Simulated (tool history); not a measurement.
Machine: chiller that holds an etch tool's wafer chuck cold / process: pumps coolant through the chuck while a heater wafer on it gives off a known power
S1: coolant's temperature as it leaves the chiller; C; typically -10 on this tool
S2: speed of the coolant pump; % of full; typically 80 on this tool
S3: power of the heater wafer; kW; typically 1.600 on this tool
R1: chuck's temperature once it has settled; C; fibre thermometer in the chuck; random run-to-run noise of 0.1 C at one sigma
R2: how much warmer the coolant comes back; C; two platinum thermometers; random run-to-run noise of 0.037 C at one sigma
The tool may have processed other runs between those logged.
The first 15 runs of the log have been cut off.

Run 16, day 34.283: usual settings but S3 1.724 kW. Result: R1 7.8 C, R2 7.38 C.
Run 17, day 37.588: usual settings but S1 -13 C, S2 64 % of full, S3 1.508 kW. Result: R1 5.3 C, R2 8.39 C.
Run 18, day 39.629: usual settings but S1 -13 C, S2 64 % of full, S3 1.508 kW. Result: R1 5.4 C, R2 8.35 C.
Run 19, day 42.271: usual settings but S1 -13 C, S2 66 % of full, S3 1.508 kW. Result: R1 4.9 C, R2 7.89 C.
Run 20, day 44.417: usual settings but S2 65 % of full, S3 1.950 kW. Result: R1 13.3 C, R2 10.64 C.
Run 21, day 47.104: usual settings but S2 65 % of full, S3 1.950 kW. Result: R1 13.4 C, R2 10.53 C.
Run 22, day 48.783: usual settings but S1 -1 C, S2 85 % of full, S3 1.242 kW. Result: R1 11.4 C, R2 4.81 C.
Run 23, day 50.450: usual settings but S1 -12 C, S2 96 % of full, S3 1.273 kW. Result: R1 -0.5 C, R2 4.30 C.
Run 24, day 52.817: usual settings but S1 -17 C, S2 98 % of full, S3 0.982 kW. Result: R1 -8.1 C, R2 3.15 C.
Run 25, day 55.567: usual settings but S1 -19 C, S3 0.891 kW. Result: R1 -9.7 C, R2 3.65 C.
Run 26, day 57.350: usual settings but S1 -19 C, S2 71 % of full, S3 1.406 kW. Result: R1 -3.0 C, R2 6.80 C.
At day 59.038: gauge calibrated.
Run 27, day 60.350: usual settings but S1 -18 C, S2 73 % of full. Result: R1 -0.4 C, R2 7.73 C.
Run 28, day 63.121: usual settings but S1 -16 C. Result: R1 0.5 C, R2 7.00 C.
Run 29, day 65.975: usual settings but S1 -16 C. Result: R1 0.7 C, R2 6.96 C.
Run 30, day 67.854: usual settings but S1 -16 C, S3 1.936 kW. Result: R1 4.0 C, R2 8.43 C.
Run 31, day 71.171: usual settings but S1 -13 C, S3 1.357 kW. Result: R1 1.1 C, R2 5.85 C.

Below are 5 alternative next runs, each starting from the tool's condition after run 31. Predict each:
Run A, day 73.421: usual settings but S1 -15 C, S2 90 % of full, S3 0.830 kW. Result: R1 ?, R2 ?.
Run B, day 73.421: usual settings but S1 -8 C, S2 81 % of full, S3 1.357 kW. Result: R1 ?, R2 ?.
Run C, day 73.421: usual settings but S2 70 % of full, S3 0.942 kW. Result: R1 ?, R2 ?.
Run D, day 73.421: usual settings but S1 -16 C, S2 83 % of full, S3 2.121 kW. Result: R1 ?, R2 ?.
Run E, day 73.421: usual settings but S1 -5 C, S3 1.349 kW. Result: R1 ?, R2 ?.

run    R1    R2
  A  -6.9  3.12
  B   5.8  5.81
  C   0.7  4.71
  D   5.3  8.85
  E   8.8  5.79
Take away the tool's hidden state, keep each run's random variation, and the runs would have read:
run    R1    R2
  A  -6.9  3.19
  B   5.8  5.88
  C   0.7  4.78
  D   5.3  8.92
  E   8.8  5.86

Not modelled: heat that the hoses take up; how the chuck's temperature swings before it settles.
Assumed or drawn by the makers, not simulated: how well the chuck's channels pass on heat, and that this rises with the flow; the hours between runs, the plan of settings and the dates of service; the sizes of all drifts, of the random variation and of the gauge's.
